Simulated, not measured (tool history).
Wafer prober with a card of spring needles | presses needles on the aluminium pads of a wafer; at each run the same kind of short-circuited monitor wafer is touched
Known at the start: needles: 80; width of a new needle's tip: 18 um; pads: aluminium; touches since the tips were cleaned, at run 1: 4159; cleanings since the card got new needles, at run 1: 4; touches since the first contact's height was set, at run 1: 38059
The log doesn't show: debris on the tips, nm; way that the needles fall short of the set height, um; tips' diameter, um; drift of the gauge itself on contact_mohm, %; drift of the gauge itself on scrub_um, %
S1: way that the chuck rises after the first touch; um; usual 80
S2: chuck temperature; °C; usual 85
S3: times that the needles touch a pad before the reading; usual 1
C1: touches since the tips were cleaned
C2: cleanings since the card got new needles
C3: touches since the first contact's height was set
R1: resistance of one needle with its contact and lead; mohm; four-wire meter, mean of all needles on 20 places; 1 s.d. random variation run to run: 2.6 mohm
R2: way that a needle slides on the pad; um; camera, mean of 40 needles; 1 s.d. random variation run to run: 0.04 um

| run | hour | S1 | S2 | S3 | C1 | C2 | C3 | R1 | R2 |
|---|---|---|---|---|---|---|---|---|---|
| 1 | 0.0 | 80 | 85 | 1 | 4159 | 4 | 38059 | 305 | 22.05 |
|  | 10.9 | tips cleaned on abrasive film |
|  | 29.2 | tips cleaned on abrasive film |
|  | 48.4 | tips cleaned on abrasive film |
| 2 | 49.5 | 80 | 27 | 1 | 522 | 7 | 60636 | 282 | 22.10 |
|  | 69.2 | tips cleaned on abrasive film |
| 3 | 86.1 | 80 | 27 | 1 | 7752 | 8 | 77345 | 287 | 22.04 |
|  | 89.3 | tips cleaned on abrasive film |
|  | 110.7 | tips cleaned on abrasive film |
| 4 | 111.8 | 80 | 27 | 1 | 512 | 10 | 89073 | 285 | 21.94 |
|  | 130.0 | tips cleaned on abrasive film |
|  | 149.9 | tips cleaned on abrasive film |
| 5 | 149.9 | 80 | 85 | 1 | 0 | 12 | 106469 | 305 | 21.97 |
|  | 170.2 | tips cleaned on abrasive film |
|  | 189.4 | tips cleaned on abrasive film |
| 6 | 201.6 | 80 | 85 | 1 | 5579 | 14 | 130056 | 307 | 21.97 |
|  | 210.5 | tips cleaned on abrasive film |
|  | 230.1 | tips cleaned on abrasive film |
|  | 249.7 | tips cleaned on abrasive film |
| 7 | 255.4 | 80 | 85 | 1 | 2590 | 17 | 154583 | 308 | 21.99 |
|  | 269.9 | tips cleaned on abrasive film |
|  | 287.3 | tips cleaned on abrasive film |
| 8 | 287.3 | 80 | 85 | 1 | 0 | 19 | 169138 | 305 | 21.92 |
|  | 307.8 | tips cleaned on abrasive film |
|  | 325.8 | tips cleaned on abrasive film |
| 9 | 338.1 | 80 | 85 | 2 | 5672 | 21 | 192374 | 306 | 21.89 |
|  | 345.6 | tips cleaned on abrasive film |
|  | 362.8 | tips cleaned on abrasive film |
|  | 380.1 | tips cleaned on abrasive film |
| 10 | 380.1 | 80 | 85 | 2 | 0 | 24 | 211497 | 308 | 21.91 |
|  | 399.8 | tips cleaned on abrasive film |
|  | 412.1 | height of the first contact set anew |
|  | 419.3 | tips cleaned on abrasive film |
| 11 | 428.4 | 80 | 85 | 1 | 4177 | 26 | 7419 | 306 | 21.79 |
|  | 437.0 | tips cleaned on abrasive film |
|  | 455.2 | tips cleaned on abrasive film |
| 12 | 463.4 | 96 | 85 | 1 | 3768 | 28 | 23414 | 300 | 26.19 |
|  | 474.0 | tips cleaned on abrasive film |
|  | 493.0 | tips cleaned on abrasive film |
| 13 | 494.9 | 80 | 85 | 1 | 889 | 30 | 37762 | 302 | 21.81 |
|  | 510.1 | gauge calibrated |
|  | 513.7 | tips cleaned on abrasive film |
|  | 533.7 | tips cleaned on abrasive film |
| 14 | 545.7 | 80 | 85 | 1 | 5482 | 32 | 60956 | 312 | 22.20 |
|  | 551.3 | tips cleaned on abrasive film |
|  | 570.2 | tips cleaned on abrasive film |
| 15 | 581.2 | 80 | 85 | 1 | 5062 | 34 | 77165 | 307 | 22.03 |
|  | 589.6 | tips cleaned on abrasive film |
|  | 607.9 | tips cleaned on abrasive film |
| 16 | 611.3 | 80 | 52 | 2 | 1597 | 36 | 90884 | 297 | 22.06 |
|  | 627.8 | tips cleaned on abrasive film |
|  | 648.1 | tips cleaned on abrasive film |
| 17 | 650.2 | 79 | 52 | 2 | 936 | 38 | 108596 | 294 | 21.76 |
|  | 666.4 | tips cleaned on abrasive film |
| 18 | 680.2 | 98 | 55 | 2 | 6336 | 39 | 122322 | 291 | 26.92 |
|  | 684.0 | tips cleaned on abrasive film |
|  | 705.3 | tips cleaned on abrasive film |
| 19 | 721.1 | 75 | 34 | 1 | 7264 | 41 | 140992 | 289 | 20.59 |
|  | 725.1 | tips cleaned on abrasive film |
|  | 743.8 | tips cleaned on abrasive film |
| 20 | 744.6 | 75 | 34 | 1 | 350 | 43 | 151671 | 288 | 20.55 |
|  | 763.6 | tips cleaned on abrasive film |
| 21 | 772.9 | 75 | 34 | 1 | 4271 | 44 | 164628 | 292 | 20.66 |
|  | 780.9 | tips cleaned on abrasive film |
|  | 801.1 | tips cleaned on abrasive film |
| 22 | 809.2 | 75 | 34 | 1 | 3742 | 46 | 181184 | 289 | 20.59 |
|  | 821.7 | tips cleaned on abrasive film |
|  | 839.2 | tips cleaned on abrasive film |
|  | 858.2 | tips cleaned on abrasive film |
| 23 | 859.7 | 80 | 85 | 2 | 678 | 49 | 204203 | 303 | 21.88 |
|  | 875.9 | tips cleaned on abrasive film |
|  | 893.8 | tips cleaned on abrasive film |
| 24 | 905.3 | 80 | 85 | 2 | 5269 | 51 | 225027 | 304 | 21.92 |
|  | 908.3 | height of the first contact set anew |
|  | 911.8 | tips cleaned on abrasive film |
|  | 932.7 | tips cleaned on abrasive film |
| 25 | 941.6 | 80 | 82 | 1 | 4091 | 53 | 15165 | 302 | 21.91 |
|  | 950.3 | tips cleaned on abrasive film |
|  | 968.5 | tips cleaned on abrasive film |
|  | 987.8 | tips cleaned on abrasive film |
| 26 | 987.8 | 80 | 66 | 1 | 0 | 56 | 36216 | 296 | 21.93 |
|  | 1007.4 | tips cleaned on abrasive film |
|  | 1026.1 | tips cleaned on abrasive film |
| 27 | 1031.6 | 80 | 66 | 1 | 2536 | 58 | 56221 | 300 | 21.79 |
|  | 1045.8 | tips cleaned on abrasive film |
| 28 | 1055.7 | 80 | 34 | 1 | 4546 | 59 | 67228 | 285 | 21.80 |
|  | 1066.7 | tips cleaned on abrasive film |
| 29 | 1079.2 | 62 | 73 | 2 | 5748 | 60 | 77955 | 307 | 16.97 |

Alternative continuations, all from the tool just after run 29; predict every row:
|  | 1086.5 | tips cleaned on abrasive film |
| A | 1102.6 | 80 | 34 | 2 | 7386 | 61 | 88651 | ? | ? |
|  | 1086.5 | tips cleaned on abrasive film |
| B | 1102.6 | 97 | 52 | 2 | 7386 | 61 | 88651 | ? | ? |
|  | 1086.5 | tips cleaned on abrasive film |
| C | 1102.6 | 80 | 38 | 1 | 7386 | 61 | 88651 | ? | ? |
|  | 1086.5 | tips cleaned on abrasive film |
| D | 1102.6 | 72 | 85 | 1 | 7386 | 61 | 88651 | ? | ? |
|  | 1086.5 | tips cleaned on abrasive film |
| E | 1102.6 | 91 | 85 | 1 | 7386 | 61 | 88651 | ? | ? |

| run | R1 | R2 |
|---|---|---|
| A | 286 | 21.79 |
| B | 288 | 26.34 |
| C | 289 | 21.84 |
| D | 310 | 19.61 |
| E | 310 | 24.80 |
Without the tool's unlogged condition, the same runs would have read:
| run | R1 | R2 |
|---|---|---|
| A | 286 | 22.04 |
| B | 288 | 26.65 |
| C | 289 | 22.10 |
| D | 309 | 19.84 |
| E | 309 | 25.10 |
